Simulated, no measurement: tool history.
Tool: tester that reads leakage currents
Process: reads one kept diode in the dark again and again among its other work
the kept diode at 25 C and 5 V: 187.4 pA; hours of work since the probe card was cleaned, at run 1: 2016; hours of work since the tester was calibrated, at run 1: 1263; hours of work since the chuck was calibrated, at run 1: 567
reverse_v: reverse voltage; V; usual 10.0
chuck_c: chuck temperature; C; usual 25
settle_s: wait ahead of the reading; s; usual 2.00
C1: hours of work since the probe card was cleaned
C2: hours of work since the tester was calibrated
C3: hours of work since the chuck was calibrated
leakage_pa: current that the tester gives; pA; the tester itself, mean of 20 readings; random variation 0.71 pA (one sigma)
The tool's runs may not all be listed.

{"run": 1, "day": 0.0, "reverse_v": 10.0, "chuck_c": 25, "settle_s": 2.0, "C1": 2016, "C2": 1263, "C3": 567, "leakage_pa": 237.14}
{"day": 1.288, "done": "probe card cleaned and baked"}
{"run": 2, "day": 1.838, "reverse_v": 10.0, "chuck_c": 25, "settle_s": 2.0, "C1": 11, "C2": 1296, "C3": 600, "leakage_pa": 236.21}
{"run": 3, "day": 4.15, "reverse_v": 10.0, "chuck_c": 25, "settle_s": 2.0, "C1": 55, "C2": 1341, "C3": 644, "leakage_pa": 236.51}
{"run": 4, "day": 6.554, "reverse_v": 10.0, "chuck_c": 53, "settle_s": 2.0, "C1": 101, "C2": 1387, "C3": 690, "leakage_pa": 2879.84}
{"run": 5, "day": 9.167, "reverse_v": 10.0, "chuck_c": 25, "settle_s": 2.0, "C1": 151, "C2": 1437, "C3": 740, "leakage_pa": 237.01}
{"run": 6, "day": 10.554, "reverse_v": 10.0, "chuck_c": 25, "settle_s": 2.0, "C1": 177, "C2": 1463, "C3": 767, "leakage_pa": 235.42}
{"run": 7, "day": 11.712, "reverse_v": 10.0, "chuck_c": 25, "settle_s": 2.0, "C1": 200, "C2": 1485, "C3": 789, "leakage_pa": 236.47}
{"run": 8, "day": 14.033, "reverse_v": 10.0, "chuck_c": 25, "settle_s": 2.0, "C1": 244, "C2": 1530, "C3": 833, "leakage_pa": 237.14}
{"run": 9, "day": 15.833, "reverse_v": 4.8, "chuck_c": 25, "settle_s": 2.0, "C1": 279, "C2": 1564, "C3": 868, "leakage_pa": 185.42}
{"run": 10, "day": 17.658, "reverse_v": 4.8, "chuck_c": 25, "settle_s": 2.0, "C1": 314, "C2": 1599, "C3": 903, "leakage_pa": 185.72}
{"run": 11, "day": 18.833, "reverse_v": 10.0, "chuck_c": 28, "settle_s": 2.0, "C1": 336, "C2": 1622, "C3": 925, "leakage_pa": 315.65}
{"run": 12, "day": 21.358, "reverse_v": 10.0, "chuck_c": 28, "settle_s": 2.0, "C1": 384, "C2": 1670, "C3": 973, "leakage_pa": 314.07}
{"run": 13, "day": 22.688, "reverse_v": 10.0, "chuck_c": 28, "settle_s": 2.0, "C1": 410, "C2": 1696, "C3": 999, "leakage_pa": 316.54}
{"run": 14, "day": 24.375, "reverse_v": 10.0, "chuck_c": 25, "settle_s": 2.0, "C1": 442, "C2": 1728, "C3": 1031, "leakage_pa": 238.08}
{"run": 15, "day": 26.562, "reverse_v": 10.0, "chuck_c": 25, "settle_s": 2.0, "C1": 484, "C2": 1770, "C3": 1073, "leakage_pa": 237.57}
{"run": 16, "day": 29.025, "reverse_v": 10.0, "chuck_c": 25, "settle_s": 2.0, "C1": 531, "C2": 1817, "C3": 1120, "leakage_pa": 235.7}
{"day": 30.642, "done": "chuck's temperature calibrated"}
{"run": 17, "day": 30.667, "reverse_v": 10.0, "chuck_c": 25, "settle_s": 2.0, "C1": 561, "C2": 1847, "C3": 1, "leakage_pa": 236.62}
{"run": 18, "day": 32.638, "reverse_v": 10.0, "chuck_c": 25, "settle_s": 2.0, "C1": 599, "C2": 1885, "C3": 38, "leakage_pa": 236.86}
{"run": 19, "day": 35.242, "reverse_v": 1.8, "chuck_c": 25, "settle_s": 2.0, "C1": 649, "C2": 1934, "C3": 88, "leakage_pa": 133.97}
{"run": 20, "day": 36.942, "reverse_v": 1.8, "chuck_c": 25, "settle_s": 2.0, "C1": 681, "C2": 1967, "C3": 121, "leakage_pa": 133.2}
{"run": 21, "day": 38.5, "reverse_v": 1.8, "chuck_c": 25, "settle_s": 2.0, "C1": 711, "C2": 1997, "C3": 151, "leakage_pa": 134.34}
{"run": 22, "day": 40.979, "reverse_v": 10.0, "chuck_c": 25, "settle_s": 1.3, "C1": 759, "C2": 2044, "C3": 198, "leakage_pa": 236.42}
{"run": 23, "day": 42.35, "reverse_v": 2.1, "chuck_c": 25, "settle_s": 1.96, "C1": 785, "C2": 2071, "C3": 224, "leakage_pa": 141.24}
{"run": 24, "day": 44.183, "reverse_v": 2.1, "chuck_c": 25, "settle_s": 1.96, "C1": 820, "C2": 2106, "C3": 259, "leakage_pa": 141.59}
{"run": 25, "day": 46.8, "reverse_v": 7.5, "chuck_c": 46, "settle_s": 2.0, "C1": 870, "C2": 2156, "C3": 310, "leakage_pa": 1460.87}
{"run": 26, "day": 49.096, "reverse_v": 7.5, "chuck_c": 46, "settle_s": 2.0, "C1": 914, "C2": 2200, "C3": 353, "leakage_pa": 1456.81}
{"run": 27, "day": 51.2, "reverse_v": 10.0, "chuck_c": 59, "settle_s": 3.3, "C1": 954, "C2": 2240, "C3": 394, "leakage_pa": 4657.86}
{"run": 28, "day": 52.442, "reverse_v": 13.2, "chuck_c": 25, "settle_s": 2.0, "C1": 978, "C2": 2264, "C3": 418, "leakage_pa": 260.36}
{"run": 29, "day": 54.829, "reverse_v": 8.2, "chuck_c": 33, "settle_s": 2.13, "C1": 1024, "C2": 2310, "C3": 463, "leakage_pa": 476.93}
{"run": 30, "day": 56.558, "reverse_v": 10.0, "chuck_c": 28, "settle_s": 0.39, "C1": 1057, "C2": 2343, "C3": 496, "leakage_pa": 319.81}
{"run": 31, "day": 58.929, "reverse_v": 2.4, "chuck_c": 51, "settle_s": 0.91, "C1": 1102, "C2": 2388, "C3": 542, "leakage_pa": 1528.34}
{"run": 32, "day": 60.038, "reverse_v": 6.2, "chuck_c": 23, "settle_s": 0.53, "C1": 1124, "C2": 2409, "C3": 563, "leakage_pa": 167.53}
{"run": 33, "day": 61.546, "reverse_v": 6.2, "chuck_c": 23, "settle_s": 0.53, "C1": 1153, "C2": 2438, "C3": 592, "leakage_pa": 167.45}
{"run": 34, "day": 63.95, "reverse_v": 10.0, "chuck_c": 40, "settle_s": 5.27, "C1": 1199, "C2": 2484, "C3": 638, "leakage_pa": 954.39}
{"run": 35, "day": 66.333, "reverse_v": 10.0, "chuck_c": 45, "settle_s": 2.0, "C1": 1244, "C2": 2530, "C3": 684, "leakage_pa": 1479.82}
{"run": 36, "day": 68.654, "reverse_v": 10.0, "chuck_c": 25, "settle_s": 0.9, "C1": 1289, "C2": 2574, "C3": 728, "leakage_pa": 237.88}
{"run": 37, "day": 70.071, "reverse_v": 10.0, "chuck_c": 25, "settle_s": 1.65, "C1": 1316, "C2": 2602, "C3": 755, "leakage_pa": 236.66}
{"run": 38, "day": 72.658, "reverse_v": 10.0, "chuck_c": 38, "settle_s": 4.85, "C1": 1365, "C2": 2651, "C3": 805, "leakage_pa": 800.36}
{"run": 39, "day": 74.725, "reverse_v": 10.0, "chuck_c": 38, "settle_s": 4.85, "C1": 1405, "C2": 2691, "C3": 844, "leakage_pa": 797.46}
{"run": 40, "day": 76.562, "reverse_v": 17.0, "chuck_c": 25, "settle_s": 0.34, "C1": 1440, "C2": 2726, "C3": 880, "leakage_pa": 288.44}

How the hidden state differs across the entries between the runs, from the last listed run before each to the first after it:
Between runs 1 and 2: probe card cleaned and baked (day 1.288)
  stray current of the dirty probe card, pA a volt: 0.027 -> 0.02
  measured less the result without the state, leakage_pa: +0.31 -> +0.26 pA
Between runs 16 and 17: chuck's temperature calibrated (day 30.642)
  true chuck temperature over the reading, C: 0.02 -> 0
  measured less the result without the state, leakage_pa: +0.51 -> +0.01 pA
